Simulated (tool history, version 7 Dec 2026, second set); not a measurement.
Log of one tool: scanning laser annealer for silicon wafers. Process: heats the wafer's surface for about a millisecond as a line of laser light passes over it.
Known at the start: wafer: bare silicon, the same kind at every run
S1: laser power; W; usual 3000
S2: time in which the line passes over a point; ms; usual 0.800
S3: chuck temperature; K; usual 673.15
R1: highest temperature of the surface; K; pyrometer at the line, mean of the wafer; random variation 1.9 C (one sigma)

{"run": 1, "hour": 0.0, "S1": 3000, "S2": 0.8, "S3": 673.15, "R1": 1463.15}
{"run": 2, "hour": 27.4, "S1": 3000, "S2": 0.8, "S3": 673.15, "R1": 1462.15}
{"run": 3, "hour": 44.5, "S1": 3000, "S2": 0.8, "S3": 684.15, "R1": 1471.15}
{"run": 4, "hour": 72.8, "S1": 3000, "S2": 0.838, "S3": 673.15, "R1": 1474.15}
{"run": 5, "hour": 87.6, "S1": 3000, "S2": 0.838, "S3": 673.15, "R1": 1475.15}
{"run": 6, "hour": 112.7, "S1": 3000, "S2": 0.838, "S3": 673.15, "R1": 1478.15}
{"run": 7, "hour": 127.4, "S1": 3093, "S2": 0.838, "S3": 673.15, "R1": 1505.15}
{"run": 8, "hour": 152.1, "S1": 3093, "S2": 0.838, "S3": 673.15, "R1": 1504.15}
{"run": 9, "hour": 178.7, "S1": 3000, "S2": 0.8, "S3": 707.15, "R1": 1494.15}
{"run": 10, "hour": 194.4, "S1": 3211, "S2": 0.8, "S3": 673.15, "R1": 1522.15}
{"run": 11, "hour": 225.6, "S1": 3000, "S2": 0.8, "S3": 673.15, "R1": 1460.15}
{"run": 12, "hour": 249.4, "S1": 2598, "S2": 0.8, "S3": 673.15, "R1": 1342.15}
{"run": 13, "hour": 273.2, "S1": 2707, "S2": 0.8, "S3": 673.15, "R1": 1370.15}
{"run": 14, "hour": 292.9, "S1": 2707, "S2": 0.8, "S3": 673.15, "R1": 1375.15}
{"run": 15, "hour": 321.8, "S1": 2707, "S2": 0.8, "S3": 673.15, "R1": 1372.15}
{"run": 16, "hour": 351.8, "S1": 3000, "S2": 0.59, "S3": 673.15, "R1": 1361.15}
{"run": 17, "hour": 382.7, "S1": 3000, "S2": 0.59, "S3": 673.15, "R1": 1363.15}
{"run": 18, "hour": 407.8, "S1": 2909, "S2": 0.8, "S3": 673.15, "R1": 1429.15}
{"run": 19, "hour": 428.4, "S1": 3000, "S2": 0.922, "S3": 713.15, "R1": 1548.15}
{"run": 20, "hour": 442.8, "S1": 3000, "S2": 0.922, "S3": 678.15, "R1": 1517.15}
{"run": 21, "hour": 465.2, "S1": 3033, "S2": 0.922, "S3": 710.15, "R1": 1558.15}
{"run": 22, "hour": 481.2, "S1": 3123, "S2": 0.579, "S3": 673.15, "R1": 1391.15}
{"hour": 501.6, "done": "window over the wafer cleaned"}
{"run": 23, "hour": 504.8, "S1": 3123, "S2": 0.579, "S3": 673.15, "R1": 1392.15}
{"run": 24, "hour": 525.5, "S1": 2877, "S2": 0.811, "S3": 673.15, "R1": 1427.15}
{"run": 25, "hour": 542.0, "S1": 3082, "S2": 0.638, "S3": 673.15, "R1": 1412.15}
{"run": 26, "hour": 559.3, "S1": 3082, "S2": 0.638, "S3": 655.15, "R1": 1394.15}
{"run": 27, "hour": 587.5, "S1": 3103, "S2": 0.624, "S3": 674.15, "R1": 1414.15}
{"run": 28, "hour": 610.8, "S1": 3111, "S2": 0.627, "S3": 661.15, "R1": 1401.15}
{"run": 29, "hour": 629.6, "S1": 3111, "S2": 0.627, "S3": 661.15, "R1": 1401.15}
{"run": 30, "hour": 656.1, "S1": 3111, "S2": 0.967, "S3": 661.15, "R1": 1553.15}
{"run": 31, "hour": 679.0, "S1": 2669, "S2": 0.582, "S3": 680.15, "R1": 1281.15}
{"run": 32, "hour": 702.8, "S1": 2708, "S2": 0.942, "S3": 663.15, "R1": 1414.15}
{"run": 33, "hour": 717.1, "S1": 3285, "S2": 0.892, "S3": 694.15, "R1": 1609.15}
{"run": 34, "hour": 737.3, "S1": 3285, "S2": 0.641, "S3": 648.15, "R1": 1443.15}
{"run": 35, "hour": 760.9, "S1": 3285, "S2": 0.641, "S3": 648.15, "R1": 1444.15}
{"run": 36, "hour": 777.1, "S1": 2602, "S2": 0.794, "S3": 707.15, "R1": 1373.15}

4 ways to go on from here, each from the tool as it stands after run 36. What would each give?
{"run": "A", "hour": 795.5, "S1": 3000, "S2": 0.8, "S3": 692.15, "R1": "?"}
{"run": "B", "hour": 795.5, "S1": 3000, "S2": 0.624, "S3": 707.15, "R1": "?"}
{"run": "C", "hour": 795.5, "S1": 3000, "S2": 0.809, "S3": 695.15, "R1": "?"}
{"run": "D", "hour": 795.5, "S1": 3000, "S2": 0.916, "S3": 673.15, "R1": "?"}

run=A R1=1474.15
run=B R1=1416.15
run=C R1=1488.15
run=D R1=1509.15
Without the tool's hidden state the same runs would have given:
run=A R1=1475.15
run=B R1=1416.15
run=C R1=1488.15
run=D R1=1509.15
